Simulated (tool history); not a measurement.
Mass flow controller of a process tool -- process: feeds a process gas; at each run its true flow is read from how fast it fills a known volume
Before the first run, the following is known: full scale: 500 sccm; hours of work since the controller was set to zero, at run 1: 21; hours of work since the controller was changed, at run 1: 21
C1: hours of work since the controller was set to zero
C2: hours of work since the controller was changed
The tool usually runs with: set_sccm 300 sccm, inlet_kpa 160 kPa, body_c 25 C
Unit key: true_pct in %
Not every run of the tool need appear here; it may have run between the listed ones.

Run 1, hour 0.0: usual settings; C1 21; C2 21. Result: true_pct 99.40 %.
Run 2, hour 69.0: usual settings; C1 55; C2 55. Result: true_pct 99.44 %.
Run 3, hour 129.4: usual settings; C1 85; C2 85. Result: true_pct 99.44 %.
Run 4, hour 217.8: usual settings; C1 129; C2 129. Result: true_pct 99.51 %.
Run 5, hour 308.4: usual settings; C1 175; C2 175. Result: true_pct 99.45 %.
Run 6, hour 406.5: usual settings; C1 224; C2 224. Result: true_pct 99.49 %.
Run 7, hour 491.7: usual settings; C1 266; C2 266. Result: true_pct 99.36 %.
Run 8, hour 568.1: usual settings; C1 304; C2 304. Result: true_pct 99.40 %.
Run 9, hour 641.2: usual settings but set_sccm 317 sccm, inlet_kpa 154 kPa; C1 341; C2 341. Result: true_pct 99.38 %.
Run 10, hour 711.3: usual settings but set_sccm 317 sccm, inlet_kpa 154 kPa; C1 376; C2 376. Result: true_pct 99.32 %.
Run 11, hour 800.7: usual settings but set_sccm 317 sccm, inlet_kpa 154 kPa; C1 420; C2 420. Result: true_pct 99.30 %.
Run 12, hour 857.7: usual settings but set_sccm 66 sccm, inlet_kpa 161 kPa, body_c 26 C; C1 449; C2 449. Result: true_pct 99.62 %.
Run 13, hour 954.5: usual settings but set_sccm 66 sccm, inlet_kpa 161 kPa, body_c 26 C; C1 497; C2 497. Result: true_pct 99.64 %.
Run 14, hour 1007.4: usual settings but set_sccm 66 sccm, inlet_kpa 161 kPa, body_c 26 C; C1 524; C2 524. Result: true_pct 99.44 %.

Table of differences, measured result less the result of that run with no hidden state. Run-to-run variation is the same in both. Gauge scatter possibly is not:
The tool's hidden condition here consists of: flow at rest that the sensor doesn't see, % of full scale; true flow over the shown one, %; drift of the gauge itself on true_pct, %.
run  true_pct
  1     -0.07
  2     -0.07
  3     -0.07
  4     -0.08
  5     -0.08
  6     -0.09
  7     -0.10
  8     -0.09
  9     -0.10
 10     -0.11
 11     -0.12
 12     +0.28
 13     +0.29
 14     +0.31

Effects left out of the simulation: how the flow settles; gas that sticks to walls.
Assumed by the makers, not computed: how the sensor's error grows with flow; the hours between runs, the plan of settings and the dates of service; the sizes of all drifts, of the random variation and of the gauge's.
